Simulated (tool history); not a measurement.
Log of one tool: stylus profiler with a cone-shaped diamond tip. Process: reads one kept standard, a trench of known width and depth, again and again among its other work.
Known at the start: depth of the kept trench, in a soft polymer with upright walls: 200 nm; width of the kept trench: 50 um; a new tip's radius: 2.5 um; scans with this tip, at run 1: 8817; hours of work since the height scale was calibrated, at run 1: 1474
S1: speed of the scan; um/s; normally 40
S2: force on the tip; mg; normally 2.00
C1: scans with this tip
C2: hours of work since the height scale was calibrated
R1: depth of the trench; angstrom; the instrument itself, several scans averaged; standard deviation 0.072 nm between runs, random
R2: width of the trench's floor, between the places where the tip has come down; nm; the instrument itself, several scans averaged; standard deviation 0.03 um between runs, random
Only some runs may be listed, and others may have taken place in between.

Run 1, day 0.000: usual settings; C1 8817; C2 1474. Result: R1 2008.3 angstrom, R2 47590 nm.
Run 2, day 1.071: usual settings; C1 8932; C2 1493. Result: R1 2007.8 angstrom, R2 47520 nm.
Run 3, day 2.425: usual settings; C1 9077; C2 1518. Result: R1 2008.4 angstrom, R2 47550 nm.
Run 4, day 4.671: usual settings; C1 9319; C2 1558. Result: R1 2008.5 angstrom, R2 47550 nm.
Run 5, day 6.962: usual settings; C1 9565; C2 1599. Result: R1 2007.2 angstrom, R2 47550 nm.
Run 6, day 8.408: usual settings but S2 2.51 mg; C1 9720; C2 1625. Result: R1 2009.1 angstrom, R2 47570 nm.
Run 7, day 10.442: usual settings but S1 46 um/s; C1 9939; C2 1662. Result: R1 2008.3 angstrom, R2 47510 nm.
Run 8, day 12.821: usual settings but S1 46 um/s; C1 10195; C2 1705. Result: R1 2007.6 angstrom, R2 47460 nm.
Run 9, day 14.467: usual settings but S2 3.16 mg; C1 10372; C2 1734. Result: R1 2012.5 angstrom, R2 47570 nm.
At day 15.417: height scale calibrated on a step standard.
Run 10, day 15.862: usual settings but S2 3.16 mg; C1 10520; C2 8. Result: R1 2007.3 angstrom, R2 47510 nm.
Run 11, day 17.567: usual settings but S2 3.16 mg; C1 10703; C2 39. Result: R1 2006.9 angstrom, R2 47530 nm.
Run 12, day 19.850: usual settings but S2 3.16 mg; C1 10949; C2 80. Result: R1 2006.8 angstrom, R2 47550 nm.
At day 21.092: height scale calibrated on a step standard, once more.
Run 13, day 21.629: usual settings but S2 3.16 mg; C1 11138; C2 10. Result: R1 2020.8 angstrom, R2 47470 nm.
Run 14, day 22.642: usual settings but S2 3.16 mg; C1 11247; C2 28. Result: R1 2021.4 angstrom, R2 47480 nm.
Run 15, day 24.754: usual settings but S2 3.16 mg; C1 11474; C2 66. Result: R1 2021.8 angstrom, R2 47500 nm.
Run 16, day 27.079: usual settings but S2 3.16 mg; C1 11724; C2 108. Result: R1 2021.2 angstrom, R2 47500 nm.
Run 17, day 28.492: usual settings but S2 2.44 mg; C1 11876; C2 133. Result: R1 2017.7 angstrom, R2 47490 nm.
Run 18, day 30.429: usual settings but S2 2.44 mg; C1 12084; C2 168. Result: R1 2018.6 angstrom, R2 47410 nm.
Run 19, day 31.467: usual settings but S2 2.14 mg; C1 12195; C2 187. Result: R1 2015.8 angstrom, R2 47450 nm.
Run 20, day 32.471: usual settings but S2 2.14 mg; C1 12303; C2 205. Result: R1 2016.0 angstrom, R2 47400 nm.
Run 21, day 34.179: usual settings but S2 2.14 mg; C1 12487; C2 235. Result: R1 2016.2 angstrom, R2 47400 nm.
Run 22, day 35.896: usual settings but S2 2.14 mg; C1 12672; C2 266. Result: R1 2015.5 angstrom, R2 47390 nm.
Run 23, day 37.758: usual settings but S2 2.14 mg; C1 12872; C2 300. Result: R1 2014.6 angstrom, R2 47450 nm.
Run 24, day 39.879: usual settings but S1 117 um/s, S2 1.59 mg; C1 13100; C2 338. Result: R1 2012.9 angstrom, R2 46890 nm.
Run 25, day 42.288: usual settings but S1 96 um/s, S2 2.46 mg; C1 13359; C2 381. Result: R1 2016.2 angstrom, R2 47090 nm.
Run 26, day 44.142: usual settings but S1 28 um/s, S2 2.46 mg; C1 13558; C2 414. Result: R1 2015.8 angstrom, R2 47510 nm.
Run 27, day 45.171: usual settings but S1 12 um/s, S2 2.94 mg; C1 13669; C2 433. Result: R1 2018.8 angstrom, R2 47540 nm.
Run 28, day 46.838: usual settings but S1 28 um/s, S2 1.59 mg; C1 13848; C2 463. Result: R1 2012.0 angstrom, R2 47440 nm.
Run 29, day 49.008: usual settings but S1 37 um/s, S2 4.63 mg; C1 14082; C2 502. Result: R1 2026.4 angstrom, R2 47460 nm.
Run 30, day 50.467: usual settings but S2 0.82 mg; C1 14239; C2 528. Result: R1 2005.6 angstrom, R2 47250 nm.
Run 31, day 51.742: usual settings but S2 0.82 mg; C1 14376; C2 551. Result: R1 2005.4 angstrom, R2 47280 nm.
Run 32, day 53.183: usual settings but S2 1.37 mg; C1 14531; C2 577. Result: R1 2009.3 angstrom, R2 47300 nm.
Run 33, day 55.396: usual settings but S2 1.37 mg; C1 14769; C2 617. Result: R1 2009.9 angstrom, R2 47260 nm.
Run 34, day 57.175: usual settings but S1 29 um/s, S2 1.55 mg; C1 14960; C2 649. Result: R1 2009.8 angstrom, R2 47380 nm.
Run 35, day 58.925: usual settings but S1 53 um/s, S2 3.18 mg; C1 15148; C2 680. Result: R1 2017.2 angstrom, R2 47300 nm.
Run 36, day 61.329: usual settings but S1 140 um/s, S2 0.78 mg; C1 15407; C2 723. Result: R1 2004.0 angstrom, R2 46300 nm.
Run 37, day 62.679: usual settings but S1 140 um/s, S2 1.19 mg; C1 15552; C2 748. Result: R1 2006.4 angstrom, R2 46610 nm.
Run 38, day 65.100: usual settings but S1 140 um/s, S2 1.19 mg; C1 15812; C2 791. Result: R1 2006.8 angstrom, R2 46530 nm.
Run 39, day 67.383: usual settings but S1 10 um/s, S2 2.25 mg; C1 16057; C2 832. Result: R1 2014.6 angstrom, R2 47480 nm.
Run 40, day 69.638: usual settings but S1 10 um/s, S2 2.25 mg; C1 16300; C2 873. Result: R1 2012.1 angstrom, R2 47460 nm.
Run 41, day 71.692: usual settings but S1 10 um/s, S2 2.25 mg; C1 16521; C2 910. Result: R1 2011.1 angstrom, R2 47450 nm.

Run 42 comes next. What will it give?
Run 42, day 73.567: usual settings but S1 12 um/s, S2 1.70 mg; C1 16722; C2 943. Result: R1 ?, R2 ?.

{"run 42": {"R1": 2009.0, "R2": 47400}}
The same run, on a tool lacking any hidden state, would have yielded R1 2015.1 angstrom, R2 47940 nm.
